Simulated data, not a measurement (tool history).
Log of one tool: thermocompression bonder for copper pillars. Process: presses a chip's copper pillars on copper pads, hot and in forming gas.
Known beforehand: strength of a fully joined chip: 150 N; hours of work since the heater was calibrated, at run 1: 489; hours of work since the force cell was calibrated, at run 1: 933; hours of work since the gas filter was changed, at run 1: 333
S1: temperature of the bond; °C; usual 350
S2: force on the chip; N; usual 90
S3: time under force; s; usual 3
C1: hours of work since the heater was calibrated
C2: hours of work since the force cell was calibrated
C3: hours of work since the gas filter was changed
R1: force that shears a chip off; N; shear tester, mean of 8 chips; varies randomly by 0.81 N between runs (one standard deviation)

run,hour,S1,S2,S3,C1,C2,C3,R1
1,0,350,90,3,489,933,333,64
2,49.2,350,90,3,515,959,360,60.6
# hour 65.7: forming gas filter changed
3,105.9,350,90,3,545,989,21,63.2
4,150.9,350,90,3,569,1013,45,64.9
5,211.5,350,90,3,602,1045,78,64.1
6,259.9,373,90,3,627,1071,103,79.9
# hour 267.2: heater calibrated with a thermocouple chip
7,287.5,332,101,9,11,1084,117,81.9
8,313.3,343,113,7,25,1098,131,89.6
9,350.7,345,115,3,44,1118,151,67.6
# hour 398.7: heater calibrated with a thermocouple chip, once more
10,402.1,369,121,7,2,1144,177,111.1

Predict each of these 3 candidate next runs independently; none follows another, all start after run 10:
A,449.1,369,68,2,27,1169,202,?
B,449.1,375,90,3,27,1169,202,?
C,449.1,320,90,9,27,1169,202,?

run,R1
A,56
B,79.3
C,71.5
The same runs, with their run-to-run variation unchanged, on a tool lacking any hidden condition would have given:
run,R1
A,59.5
B,83.8
C,75.7
